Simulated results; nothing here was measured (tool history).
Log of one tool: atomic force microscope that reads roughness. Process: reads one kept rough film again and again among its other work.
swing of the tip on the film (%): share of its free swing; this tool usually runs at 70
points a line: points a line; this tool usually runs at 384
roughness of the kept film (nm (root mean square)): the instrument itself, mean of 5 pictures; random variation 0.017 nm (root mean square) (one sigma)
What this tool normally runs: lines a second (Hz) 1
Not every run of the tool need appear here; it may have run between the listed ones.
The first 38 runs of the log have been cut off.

run    hour  lines a second (Hz)  swing of the tip on the film (%)  points a line  roughness of the kept film (nm (root mean square))
 39   808.8                    1                                70            575                                               4.232
 40   829.5                    1                                70            575                                                4.22
 41   852.7                 0.88                                78            840                                               4.189
 42   883.6                 1.85                                72            519                                               4.137
 43   901.2                 2.82                                72            519                                               4.005
 44   930.2                 0.57                                68            792                                               4.282
      935.3  -- new tip fitted
 45   947.9                 0.57                                68            792                                               4.273
 46   963.5                  0.7                                62            400                                               4.243
 47   982.7                  0.7                                62            400                                               4.299
 48  1000.8                  0.7                                62            400                                               4.226
 49  1029.9                 1.78                                62            789                                               4.193
 50  1048.4                 1.23                                67            789                                               4.209
 51  1074.4                 2.35                                56            467                                               4.209
 52  1104.3                 3.12                                84            556                                               3.794
     1110.4  -- new tip fitted
 53    1131                 3.49                                84            556                                               3.741

3 ways to go on from here, each from the tool as it stands after run 53. What would each give?
  A  1145.3                    1                                57            384                                                   ?
  B  1145.3                 1.12                                77            384                                                   ?
  C  1145.3                 3.49                                84            596                                                   ?

run  roughness of the kept film (nm (root mean square))
  A                                               4.218
  B                                               4.168
  C                                               3.742
Without the tool's hidden state the same runs would have given:
run  roughness of the kept film (nm (root mean square))
  A                                                4.22
  B                                                4.17
  C                                               3.744
